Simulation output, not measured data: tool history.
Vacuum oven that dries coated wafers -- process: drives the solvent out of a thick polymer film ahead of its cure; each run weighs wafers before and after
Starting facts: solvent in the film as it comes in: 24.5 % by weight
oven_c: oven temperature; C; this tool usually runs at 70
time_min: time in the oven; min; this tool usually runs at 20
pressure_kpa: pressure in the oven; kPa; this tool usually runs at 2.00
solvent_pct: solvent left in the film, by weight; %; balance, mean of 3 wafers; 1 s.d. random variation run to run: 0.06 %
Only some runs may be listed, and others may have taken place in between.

run,day,oven_c,time_min,pressure_kpa,solvent_pct
1,0.000,70,20,2.00,3.35
2,3.242,70,20,2.00,3.40
3,5.533,70,20,2.00,3.32
4,7.283,70,20,2.00,3.32
5,9.979,70,20,2.00,3.33
6,12.983,75,20,2.00,2.06
7,15.092,75,20,2.00,1.95
8,17.142,70,20,2.00,3.33
9,20.588,70,20,2.00,3.32
10,24.183,70,15,2.00,4.99
11,26.996,70,15,2.00,5.01
12,30.542,55,14,1.28,11.44
13,32.921,55,14,1.28,11.35
14,35.683,55,14,1.28,11.61
15,37.321,75,24,7.63,3.44

5 ways to go on from here, each from the tool as it stands after run 15. What would each give?
A,40.333,64,20,2.00,?
B,40.333,70,13,2.00,?
C,40.333,59,22,1.17,?
D,40.333,81,18,1.67,?
E,40.333,67,28,5.40,?

run,solvent_pct
A,5.41
B,5.91
C,6.53
D,1.20
E,4.25
With the hidden condition removed and each run's random variation left untouched, the same runs would have given:
run,solvent_pct
A,5.47
B,5.97
C,6.59
D,1.21
E,4.29
